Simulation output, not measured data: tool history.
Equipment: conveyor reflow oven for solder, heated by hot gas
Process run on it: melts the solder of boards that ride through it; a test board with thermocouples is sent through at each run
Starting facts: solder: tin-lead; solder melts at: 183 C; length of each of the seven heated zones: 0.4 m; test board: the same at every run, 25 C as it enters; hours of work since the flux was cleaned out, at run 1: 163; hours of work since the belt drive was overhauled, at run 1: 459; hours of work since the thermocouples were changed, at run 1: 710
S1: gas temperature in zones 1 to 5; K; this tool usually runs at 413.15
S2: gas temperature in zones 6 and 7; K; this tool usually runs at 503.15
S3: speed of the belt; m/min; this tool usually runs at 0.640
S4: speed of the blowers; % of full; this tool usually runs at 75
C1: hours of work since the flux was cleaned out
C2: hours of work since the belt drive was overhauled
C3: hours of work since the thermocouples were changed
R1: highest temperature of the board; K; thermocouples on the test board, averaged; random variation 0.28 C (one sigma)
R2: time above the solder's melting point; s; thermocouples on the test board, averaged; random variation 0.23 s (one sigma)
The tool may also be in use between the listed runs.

{"run": 1, "hour": 0.0, "S1": 413.15, "S2": 503.15, "S3": 0.64, "S4": 75, "C1": 163, "C2": 459, "C3": 710, "R1": 486.95, "R2": 55.2}
{"run": 2, "hour": 23.5, "S1": 413.15, "S2": 503.15, "S3": 0.64, "S4": 75, "C1": 173, "C2": 469, "C3": 720, "R1": 487.45, "R2": 54.9}
{"hour": 64.9, "done": "flux residue cleaned out of gas plates and filters"}
{"run": 3, "hour": 64.9, "S1": 413.15, "S2": 503.15, "S3": 0.64, "S4": 75, "C1": 0, "C2": 485, "C3": 737, "R1": 488.05, "R2": 56.7}
{"run": 4, "hour": 117.6, "S1": 413.15, "S2": 500.15, "S3": 0.64, "S4": 75, "C1": 24, "C2": 509, "C3": 760, "R1": 485.45, "R2": 54.6}
{"run": 5, "hour": 144.4, "S1": 413.15, "S2": 503.15, "S3": 0.684, "S4": 75, "C1": 36, "C2": 521, "C3": 772, "R1": 486.35, "R2": 50.6}
{"run": 6, "hour": 196.8, "S1": 413.15, "S2": 503.15, "S3": 0.684, "S4": 75, "C1": 59, "C2": 545, "C3": 796, "R1": 486.25, "R2": 50.3}
{"run": 7, "hour": 230.4, "S1": 412.15, "S2": 503.15, "S3": 0.684, "S4": 75, "C1": 74, "C2": 560, "C3": 811, "R1": 485.85, "R2": 49.8}
{"run": 8, "hour": 275.0, "S1": 422.15, "S2": 503.15, "S3": 0.64, "S4": 75, "C1": 94, "C2": 580, "C3": 831, "R1": 488.85, "R2": 60.2}
{"run": 9, "hour": 317.9, "S1": 422.15, "S2": 503.15, "S3": 0.64, "S4": 75, "C1": 113, "C2": 599, "C3": 850, "R1": 488.95, "R2": 60.4}
{"run": 10, "hour": 342.8, "S1": 422.15, "S2": 503.15, "S3": 0.64, "S4": 75, "C1": 125, "C2": 610, "C3": 861, "R1": 489.05, "R2": 59.9}
{"run": 11, "hour": 398.9, "S1": 422.15, "S2": 503.15, "S3": 0.64, "S4": 75, "C1": 150, "C2": 635, "C3": 886, "R1": 488.25, "R2": 59.7}
{"hour": 408.9, "done": "thermocouples of zones 6 and 7 changed"}
{"run": 12, "hour": 451.8, "S1": 422.15, "S2": 503.15, "S3": 0.746, "S4": 75, "C1": 173, "C2": 658, "C3": 19, "R1": 485.85, "R2": 48.2}
{"hour": 495.7, "done": "flux residue cleaned out of gas plates and filters"}
{"run": 13, "hour": 501.3, "S1": 413.15, "S2": 502.15, "S3": 0.64, "S4": 90, "C1": 2, "C2": 678, "C3": 39, "R1": 490.75, "R2": 59.7}
{"run": 14, "hour": 528.7, "S1": 399.15, "S2": 510.15, "S3": 0.633, "S4": 71, "C1": 15, "C2": 690, "C3": 52, "R1": 494.15, "R2": 56.4}
{"run": 15, "hour": 562.7, "S1": 399.15, "S2": 510.15, "S3": 0.633, "S4": 71, "C1": 30, "C2": 706, "C3": 67, "R1": 493.15, "R2": 56.1}
{"run": 16, "hour": 619.2, "S1": 399.15, "S2": 503.15, "S3": 0.633, "S4": 57, "C1": 55, "C2": 731, "C3": 92, "R1": 484.25, "R2": 47.5}
{"run": 17, "hour": 661.7, "S1": 399.15, "S2": 503.15, "S3": 0.633, "S4": 57, "C1": 74, "C2": 750, "C3": 111, "R1": 484.15, "R2": 47.3}
{"run": 18, "hour": 693.5, "S1": 413.15, "S2": 503.15, "S3": 0.662, "S4": 52, "C1": 89, "C2": 764, "C3": 125, "R1": 483.35, "R2": 49.3}
{"run": 19, "hour": 726.6, "S1": 409.15, "S2": 517.15, "S3": 0.745, "S4": 52, "C1": 104, "C2": 779, "C3": 140, "R1": 489.45, "R2": 45.7}
{"run": 20, "hour": 763.2, "S1": 409.15, "S2": 517.15, "S3": 0.745, "S4": 52, "C1": 120, "C2": 795, "C3": 157, "R1": 488.85, "R2": 45.9}
{"run": 21, "hour": 809.2, "S1": 409.15, "S2": 517.15, "S3": 0.745, "S4": 52, "C1": 141, "C2": 816, "C3": 177, "R1": 488.55, "R2": 45.6}
{"run": 22, "hour": 850.4, "S1": 404.15, "S2": 503.15, "S3": 0.54, "S4": 75, "C1": 159, "C2": 835, "C3": 196, "R1": 492.35, "R2": 68.1}
{"run": 23, "hour": 884.5, "S1": 413.15, "S2": 503.15, "S3": 0.64, "S4": 56, "C1": 174, "C2": 850, "C3": 211, "R1": 484.55, "R2": 52.3}
{"hour": 923.7, "done": "flux residue cleaned out of gas plates and filters"}
{"run": 24, "hour": 924.1, "S1": 398.15, "S2": 503.15, "S3": 0.64, "S4": 62, "C1": 0, "C2": 865, "C3": 227, "R1": 485.35, "R2": 48.4}

Below are 3 alternative next runs, each starting from the tool's condition after run 24. Predict each:
{"run": "A", "hour": 971.2, "S1": 398.15, "S2": 503.15, "S3": 0.538, "S4": 79, "C1": 21, "C2": 887, "C3": 248, "R1": "?", "R2": "?"}
{"run": "B", "hour": 971.2, "S1": 405.15, "S2": 503.15, "S3": 0.665, "S4": 54, "C1": 21, "C2": 887, "C3": 248, "R1": "?", "R2": "?"}
{"run": "C", "hour": 971.2, "S1": 405.15, "S2": 503.15, "S3": 0.51, "S4": 61, "C1": 21, "C2": 887, "C3": 248, "R1": "?", "R2": "?"}

run=A R1=492.75 R2=68.1
run=B R1=482.65 R2=46.3
run=C R1=492.25 R2=73.0
With the hidden condition removed and each run's random variation left untouched, the same runs would have given:
run=A R1=492.95 R2=67.0
run=B R1=482.65 R2=45.5
run=C R1=492.45 R2=71.8
